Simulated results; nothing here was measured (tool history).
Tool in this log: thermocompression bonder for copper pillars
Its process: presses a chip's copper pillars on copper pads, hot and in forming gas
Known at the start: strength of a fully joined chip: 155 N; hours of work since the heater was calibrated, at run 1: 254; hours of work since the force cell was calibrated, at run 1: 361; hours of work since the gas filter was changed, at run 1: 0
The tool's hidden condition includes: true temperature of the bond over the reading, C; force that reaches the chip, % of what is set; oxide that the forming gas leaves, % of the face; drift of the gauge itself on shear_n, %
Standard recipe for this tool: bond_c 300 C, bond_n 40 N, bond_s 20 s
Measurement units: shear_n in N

| run | hour | bond_c | bond_n | bond_s | hours of work since the heater was calibrated | hours of work since the force cell was calibrated | hours of work since the gas filter was changed | shear_n |
|---|---|---|---|---|---|---|---|---|
| 1 | 0.0 | 300 | 40 | 20 | 254 | 361 | 0 | 78.7 |
| 2 | 30.0 | 300 | 40 | 20 | 276 | 382 | 22 | 78.8 |
| 3 | 54.5 | 300 | 40 | 20 | 294 | 400 | 39 | 76.8 |
| 4 | 95.2 | 300 | 40 | 20 | 323 | 429 | 68 | 75.6 |
| 5 | 112.3 | 306 | 40 | 20 | 335 | 441 | 81 | 85.0 |
| 6 | 150.3 | 300 | 40 | 20 | 363 | 469 | 108 | 75.9 |
| 7 | 177.8 | 300 | 29 | 20 | 382 | 489 | 128 | 56.5 |
| 8 | 200.0 | 300 | 29 | 20 | 398 | 505 | 144 | 57.6 |
| 9 | 219.4 | 275 | 29 | 20 | 412 | 519 | 158 | 37.6 |
| 10 | 252.7 | 310 | 40 | 20 | 436 | 542 | 182 | 81.2 |
| 11 | 269.5 | 300 | 40 | 20 | 448 | 555 | 194 | 70.2 |
| 12 | 298.0 | 300 | 40 | 20 | 469 | 575 | 214 | 69.8 |
|  | 312.0 | forming gas filter changed |
| 13 | 320.2 | 295 | 40 | 20 | 484 | 591 | 6 | 70.1 |
| 14 | 340.2 | 295 | 40 | 20 | 499 | 605 | 20 | 69.7 |
| 15 | 379.8 | 295 | 40 | 20 | 527 | 633 | 49 | 67.9 |
| 16 | 399.7 | 295 | 40 | 20 | 542 | 648 | 63 | 68.4 |
| 17 | 419.4 | 300 | 31 | 20 | 556 | 662 | 77 | 59.2 |
| 18 | 444.6 | 300 | 31 | 20 | 574 | 680 | 95 | 60.5 |
| 19 | 478.2 | 300 | 31 | 20 | 598 | 704 | 120 | 58.6 |
| 20 | 509.3 | 276 | 31 | 20 | 620 | 727 | 142 | 39.8 |
| 21 | 550.1 | 276 | 44 | 18 | 650 | 756 | 171 | 48.3 |
| 22 | 570.5 | 276 | 44 | 18 | 664 | 771 | 186 | 48.5 |
| 23 | 610.3 | 276 | 46 | 33 | 693 | 799 | 215 | 63.5 |
|  | 623.4 | forming gas filter changed |
| 24 | 651.3 | 276 | 40 | 33 | 722 | 828 | 20 | 59.8 |
| 25 | 688.7 | 276 | 28 | 10 | 749 | 855 | 47 | 26.2 |
| 26 | 713.7 | 322 | 26 | 21 | 767 | 873 | 65 | 70.4 |
| 27 | 731.9 | 326 | 40 | 26 | 780 | 886 | 78 | 103.3 |
| 28 | 768.9 | 281 | 32 | 27 | 807 | 913 | 105 | 47.5 |
| 29 | 801.9 | 281 | 32 | 27 | 830 | 937 | 128 | 47.7 |
| 30 | 827.4 | 281 | 32 | 27 | 849 | 955 | 147 | 46.4 |
| 31 | 866.4 | 281 | 32 | 27 | 877 | 983 | 175 | 45.1 |
| 32 | 906.5 | 326 | 32 | 22 | 906 | 1012 | 204 | 80.0 |
| 33 | 928.7 | 326 | 32 | 22 | 922 | 1028 | 220 | 79.4 |
|  | 933.2 | forming gas filter changed |
|  | 955.3 | heater calibrated with a thermocouple chip |
| 34 | 958.5 | 326 | 32 | 22 | 2 | 1047 | 17 | 94.8 |
| 35 | 975.6 | 316 | 28 | 23 | 15 | 1060 | 29 | 79.4 |
| 36 | 1005.2 | 316 | 28 | 23 | 36 | 1081 | 50 | 76.5 |
| 37 | 1025.4 | 300 | 40 | 15 | 50 | 1096 | 65 | 69.4 |
| 38 | 1044.3 | 324 | 30 | 44 | 64 | 1109 | 78 | 104.6 |
| 39 | 1080.2 | 318 | 45 | 44 | 90 | 1135 | 104 | 118.7 |
| 40 | 1111.4 | 318 | 45 | 25 | 112 | 1157 | 127 | 103.9 |

Measured less the same run without the tool's hidden state. The same run-to-run variation is in both; the gauge's scatter may not be:
| run | shear_n |
|---|---|
| 1 | -3.4 |
| 2 | -4.3 |
| 3 | -5.1 |
| 4 | -6.3 |
| 5 | -7.3 |
| 6 | -8.0 |
| 7 | -7.3 |
| 8 | -8.1 |
| 9 | -6.1 |
| 10 | -11.8 |
| 11 | -11.3 |
| 12 | -12.3 |
| 13 | -6.4 |
| 14 | -6.9 |
| 15 | -8.0 |
| 16 | -8.6 |
| 17 | -8.4 |
| 18 | -9.1 |
| 19 | -9.6 |
| 20 | -8.1 |
| 21 | -10.7 |
| 22 | -11.2 |
| 23 | -14.7 |
| 24 | -9.4 |
| 25 | -5.4 |
| 26 | -11.1 |
| 27 | -12.7 |
| 28 | -10.8 |
| 29 | -11.4 |
| 30 | -12.1 |
| 31 | -12.7 |
| 32 | -18.2 |
| 33 | -18.9 |
| 34 | -4.0 |
| 35 | -4.4 |
| 36 | -5.1 |
| 37 | -5.5 |
| 38 | -7.1 |
| 39 | -8.6 |
| 40 | -9.9 |
